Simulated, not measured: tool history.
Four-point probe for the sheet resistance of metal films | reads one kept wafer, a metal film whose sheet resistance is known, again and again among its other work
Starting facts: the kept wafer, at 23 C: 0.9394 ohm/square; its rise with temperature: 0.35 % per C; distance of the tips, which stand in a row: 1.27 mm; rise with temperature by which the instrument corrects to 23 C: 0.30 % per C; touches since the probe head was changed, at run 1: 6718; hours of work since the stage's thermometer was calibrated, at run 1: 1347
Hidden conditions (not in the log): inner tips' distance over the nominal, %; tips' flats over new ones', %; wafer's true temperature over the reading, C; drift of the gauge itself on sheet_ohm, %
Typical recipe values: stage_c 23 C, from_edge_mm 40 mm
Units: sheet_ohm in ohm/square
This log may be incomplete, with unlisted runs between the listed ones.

run	day	stage_c	from_edge_mm	touches since the probe head was changed	hours of work since the stage's thermometer was calibrated	sheet_ohm
1	0	23	40	6718	1347	0.943918
2	2.383	23	40	8561	1376	0.944634
3	3.896	23	40	9729	1394	0.944252
4	5.35	23	40	10854	1411	0.944528
5	7.817	23	40	12760	1441	0.944745
6	10.079	23	40	14509	1468	0.944883
7	12.017	23	40	16005	1491	0.944737
8	13.558	23	40	17198	1510	0.944955
9	16.025	23	40	19102	1539	0.944944
10	18.675	23	40	21152	1571	0.944979
11	20.75	34	6	22755	1596	0.971777
12	23.608	35	22	24964	1630	0.951512
13	25.45	32	32	26387	1652	0.949635
14	27.733	25	8	28151	1679	0.958264
15	28.988	29	29	29122	1695	0.948666
16	30.475	18	16	30272	1712	0.945944
17	31.821	18	16	31312	1728	0.945556
18	34.45	18	16	33344	1760	0.945814
19	35.621	25	15	34247	1774	0.949867
20	38.138	30	30	36192	1804	0.949386

5 ways to go on from here, each from the tool as it stands after run 20. What would each give?
A	39.438	23	5	37197	1820	?
B	39.438	26	21	37197	1820	?
C	39.438	30	34	37197	1820	?
D	39.438	34	27	37197	1820	?
E	39.438	23	6	37197	1820	?

run	sheet_ohm
A	0.976623
B	0.948318
C	0.948563
D	0.951509
E	0.967422
With no hidden state in the tool, these same runs would have given:
run	sheet_ohm
A	0.970654
B	0.942485
C	0.942704
D	0.945609
E	0.961503

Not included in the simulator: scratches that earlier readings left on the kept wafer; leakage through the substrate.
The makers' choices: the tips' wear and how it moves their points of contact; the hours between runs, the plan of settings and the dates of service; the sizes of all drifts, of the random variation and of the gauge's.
